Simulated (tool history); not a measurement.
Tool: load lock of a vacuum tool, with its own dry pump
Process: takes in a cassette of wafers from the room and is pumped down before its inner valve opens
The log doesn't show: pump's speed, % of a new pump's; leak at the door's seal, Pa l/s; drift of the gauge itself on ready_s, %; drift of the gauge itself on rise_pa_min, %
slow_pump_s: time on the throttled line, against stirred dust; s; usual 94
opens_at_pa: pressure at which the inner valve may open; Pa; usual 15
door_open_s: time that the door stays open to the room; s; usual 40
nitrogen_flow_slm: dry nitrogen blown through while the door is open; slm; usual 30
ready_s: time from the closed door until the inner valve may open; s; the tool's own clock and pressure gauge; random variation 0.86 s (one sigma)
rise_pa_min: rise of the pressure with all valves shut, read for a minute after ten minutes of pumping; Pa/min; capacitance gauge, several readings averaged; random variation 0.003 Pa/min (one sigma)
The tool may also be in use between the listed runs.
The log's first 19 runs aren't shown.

run	hour	slow_pump_s	opens_at_pa	door_open_s	nitrogen_flow_slm	hours that the pump has run since its overhaul	times that the door has closed on its seal	incoming humidity of the room's air, %	ready_s	rise_pa_min
20	9790.9	53	13	40	30	8124	18635	43.7	105.3	0.45
21	10374.4	103	26	189	36	8707	21016	45.2	142.2	0.551
22	10914.5	103	26	189	36	9247	23220	42.6	143.7	0.644
# hour 11208.3: door's seal changed, seat wiped
23	11519.8	103	26	189	36	9851	1271	44.5	145.3	0.045
24	11880.3	94	29	117	39	10212	2742	42.6	134.9	0.053
25	12437.7	94	29	117	39	10769	5016	43.1	135.5	0.086
26	12732.2	94	29	30	8	11064	6218	49.4	136.2	0.129
27	13043.4	94	12	60	8	11375	7488	45.1	145.1	0.165
28	13454.5	94	18	146	8	11786	9166	40.3	139.8	0.206
29	13804.7	94	15	40	43	12136	10595	44.5	141.4	0.196
30	14194.9	161	15	139	30	12526	12187	44.5	195.8	0.27
31	14690.4	163	15	143	25	13022	14209	43.7	196.7	0.324
32	14977.9	163	15	143	25	13309	15382	44.9	199.8	0.367
33	15481.1	94	15	41	30	13812	17435	44.3	144	0.414
34	15914.7	91	11	145	30	14246	19205	46.3	141	0.491
35	16537.2	91	11	145	30	14869	21745	45.6	144.4	0.609
36	16971.2	127	15	40	20	15303	23516	45.4	169.9	0.664

Forecast each of these 4 alternatives for the next run:
# hour 17182.4: door's seal changed, seat wiped
A	17391.3	108	15	40	14	15721	853	44.3	?	?
# hour 17182.4: door's seal changed, seat wiped
B	17391.3	94	29	40	7	15721	853	47.2	?	?
# hour 17182.4: door's seal changed, seat wiped
C	17391.3	147	15	31	9	15721	853	42	?	?
# hour 17182.4: door's seal changed, seat wiped
D	17391.3	50	15	40	30	15721	853	40.3	?	?

run	ready_s	rise_pa_min
A	155.7	0.039
B	139.8	0.051
C	184.9	0.041
D	107.6	0.027
Without the tool's hidden state the same runs would have given:
run	ready_s	rise_pa_min
A	147	0.032
B	131.4	0.045
C	177.6	0.035
D	96.9	0.02
